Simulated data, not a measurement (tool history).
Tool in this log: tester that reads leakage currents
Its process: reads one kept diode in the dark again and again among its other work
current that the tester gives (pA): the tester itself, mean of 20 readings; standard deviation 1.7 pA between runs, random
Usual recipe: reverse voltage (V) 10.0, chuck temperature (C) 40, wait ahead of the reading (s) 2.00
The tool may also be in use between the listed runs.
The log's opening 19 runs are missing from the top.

| run | hour | reverse voltage (V) | chuck temperature (C) | wait ahead of the reading (s) | current that the tester gives (pA) |
|---|---|---|---|---|---|
| 20 | 563.6 | 10.0 | 36 | 2.00 | 404.46 |
| 21 | 584.8 | 10.0 | 36 | 2.00 | 404.96 |
| 22 | 612.4 | 1.9 | 46 | 2.00 | 321.85 |
| 23 | 641.3 | 10.0 | 40 | 5.20 | 532.01 |
| 24 | 669.6 | 10.0 | 57 | 2.00 | 1582.43 |
| 25 | 707.0 | 1.9 | 29 | 0.74 | 100.57 |
| 26 | 731.1 | 4.4 | 44 | 9.19 | 442.57 |
| 27 | 747.7 | 4.4 | 44 | 9.19 | 443.90 |
| 28 | 770.1 | 4.4 | 35 | 0.74 | 243.25 |
| 29 | 788.7 | 10.0 | 41 | 2.00 | 571.35 |
| 30 | 808.7 | 10.0 | 41 | 2.00 | 566.75 |
| 31 | 849.2 | 1.9 | 50 | 4.32 | 413.93 |
| 32 | 878.9 | 1.9 | 42 | 0.98 | 247.28 |
| 33 | 918.0 | 19.1 | 40 | 1.44 | 758.41 |
| 34 | 936.1 | 19.1 | 40 | 0.34 | 764.11 |
| 35 | 967.2 | 19.1 | 40 | 0.34 | 764.73 |
| 36 | 986.2 | 19.1 | 40 | 0.34 | 765.11 |
| 37 | 1018.8 | 19.1 | 40 | 0.34 | 767.32 |
| 38 | 1056.7 | 10.0 | 51 | 0.43 | 1087.41 |
| 39 | 1086.1 | 3.2 | 40 | 3.31 | 285.53 |
| 40 | 1117.9 | 3.5 | 25 | 2.00 | 104.38 |

Below are 4 alternative next runs, each starting from the tool's condition after run 40. Predict each:
| A | 1141.8 | 3.5 | 25 | 0.84 | ? |
| B | 1141.8 | 1.5 | 27 | 2.35 | ? |
| C | 1141.8 | 2.1 | 38 | 2.42 | ? |
| D | 1141.8 | 3.5 | 25 | 0.35 | ? |

| run | current that the tester gives (pA) |
|---|---|
| A | 104.81 |
| B | 76.11 |
| C | 198.33 |
| D | 105.39 |
Had the tool no hidden state, the same runs would have come out as:
| run | current that the tester gives (pA) |
|---|---|
| A | 109.10 |
| B | 79.59 |
| C | 207.29 |
| D | 109.65 |
